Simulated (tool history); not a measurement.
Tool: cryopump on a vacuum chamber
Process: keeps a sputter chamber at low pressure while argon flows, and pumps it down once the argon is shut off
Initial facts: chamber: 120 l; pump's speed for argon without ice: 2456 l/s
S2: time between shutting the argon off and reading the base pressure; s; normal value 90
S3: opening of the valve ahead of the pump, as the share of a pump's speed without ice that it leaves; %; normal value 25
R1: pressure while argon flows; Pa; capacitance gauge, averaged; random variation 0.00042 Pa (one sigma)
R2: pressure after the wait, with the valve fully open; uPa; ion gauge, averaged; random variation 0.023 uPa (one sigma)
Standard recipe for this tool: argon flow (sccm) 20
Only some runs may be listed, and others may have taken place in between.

Run 1, hour 0: usual settings. Result: R1 0.057 Pa, R2 0.97 uPa.
Run 2, hour 83.2: usual settings. Result: R1 0.0572 Pa, R2 1 uPa.
Run 3, hour 125.9: usual settings but S2 277 s. Result: R1 0.0562 Pa, R2 0.52 uPa.
Run 4, hour 171.2: usual settings but S2 277 s. Result: R1 0.0572 Pa, R2 0.54 uPa.
Run 5, hour 208.8: usual settings but S2 277 s. Result: R1 0.0568 Pa, R2 0.57 uPa.
Run 6, hour 290.5: usual settings but S2 88 s. Result: R1 0.0579 Pa, R2 1.05 uPa.
Run 7, hour 335.2: usual settings. Result: R1 0.0574 Pa, R2 1.07 uPa.
Run 8, hour 380.4: usual settings. Result: R1 0.0574 Pa, R2 1.08 uPa.
Run 9, hour 435.3: usual settings but S2 64 s. Result: R1 0.0578 Pa, R2 1.31 uPa.
Run 10, hour 487.5: usual settings but S2 64 s. Result: R1 0.0586 Pa, R2 1.36 uPa.
Run 11, hour 550: usual settings but S2 64 s. Result: R1 0.0582 Pa, R2 1.34 uPa.
Run 12, hour 587.9: usual settings. Result: R1 0.058 Pa, R2 1.05 uPa.
Run 13, hour 657.1: usual settings. Result: R1 0.0587 Pa, R2 1.11 uPa.
Run 14, hour 700.9: usual settings. Result: R1 0.0582 Pa, R2 1.15 uPa.
Run 15, hour 736.5: usual settings but argon flow (sccm) 9. Result: R1 0.0265 Pa, R2 1.14 uPa.
Run 16, hour 824.6: usual settings but argon flow (sccm) 9. Result: R1 0.0263 Pa, R2 1.17 uPa.
Run 17, hour 900.8: usual settings but argon flow (sccm) 9. Result: R1 0.027 Pa, R2 1.22 uPa.
Run 18, hour 971.2: usual settings but argon flow (sccm) 15, S3 16 %. Result: R1 0.068 Pa, R2 1.19 uPa.
Run 19, hour 1039.7: usual settings but argon flow (sccm) 15, S2 63 s, S3 16 %. Result: R1 0.0678 Pa, R2 1.47 uPa.
Run 20, hour 1088.1: usual settings but argon flow (sccm) 17, S2 72 s. Result: R1 0.0507 Pa, R2 1.43 uPa.
Run 21, hour 1149.3: usual settings but argon flow (sccm) 17, S2 234 s. Result: R1 0.0512 Pa, R2 0.85 uPa.
Run 22, hour 1225.8: usual settings but argon flow (sccm) 17, S2 234 s. Result: R1 0.0506 Pa, R2 0.9 uPa.
Run 23, hour 1306.8: usual settings but argon flow (sccm) 38, S2 70 s, S3 24 %. Result: R1 0.1185 Pa, R2 1.5 uPa.
Run 24, hour 1356.8: usual settings but argon flow (sccm) 19, S2 289 s, S3 26 %. Result: R1 0.0557 Pa, R2 0.89 uPa.
Run 25, hour 1427.1: usual settings but argon flow (sccm) 19, S2 289 s, S3 26 %. Result: R1 0.0559 Pa, R2 0.92 uPa.
At hour 1438.6: pump warmed up, emptied and cooled again.
Run 26, hour 1506.2: usual settings but argon flow (sccm) 19, S2 42 s, S3 51 %. Result: R1 0.0262 Pa, R2 1.97 uPa.
Run 27, hour 1547.9: usual settings but S2 206 s, S3 39 %. Result: R1 0.0362 Pa, R2 0.85 uPa.
Run 28, hour 1611.5: usual settings but argon flow (sccm) 23, S2 172 s, S3 42 %. Result: R1 0.0388 Pa, R2 0.91 uPa.
Run 29, hour 1664.8: usual settings but argon flow (sccm) 11, S3 18 %. Result: R1 0.0426 Pa, R2 1.24 uPa.
Run 30, hour 1715.8: usual settings but argon flow (sccm) 22, S3 32 %. Result: R1 0.0487 Pa, R2 1.3 uPa.
Run 31, hour 1756.8: usual settings but argon flow (sccm) 22, S3 32 %. Result: R1 0.0488 Pa, R2 1.27 uPa.
Run 32, hour 1825: usual settings but argon flow (sccm) 22, S3 32 %. Result: R1 0.0486 Pa, R2 1.29 uPa.
Run 33, hour 1875.5: usual settings but argon flow (sccm) 16, S2 165 s, S3 39 %. Result: R1 0.0301 Pa, R2 1 uPa.
Run 34, hour 1924.5: usual settings but argon flow (sccm) 16, S2 165 s, S3 39 %. Result: R1 0.0296 Pa, R2 0.98 uPa.

Consider 4 possible next runs. They are alternatives, not a sequence: every one starts from the tool as it was left by run 34. What does each give?
Run A, hour 1990.6: usual settings but argon flow (sccm) 13, S2 42 s. Result: R1 ?, R2 ?.
Run B, hour 1990.6: usual settings but argon flow (sccm) 32, S2 165 s, S3 39 %. Result: R1 ?, R2 ?.
Run C, hour 1990.6: usual settings but argon flow (sccm) 26, S2 265 s, S3 51 %. Result: R1 ?, R2 ?.
Run D, hour 1990.6: usual settings but argon flow (sccm) 26, S3 29 %. Result: R1 ?, R2 ?.

run      R1    R2
  A  0.0371  2.11
  B   0.059  1.03
  C  0.0373  0.88
  D   0.063  1.38
The same runs, with their run-to-run variation unchanged, on a tool lacking any hidden condition would have given:
run      R1    R2
  A   0.036  1.56
  B  0.0563  0.48
  C  0.0352  0.35
  D  0.0609  0.83
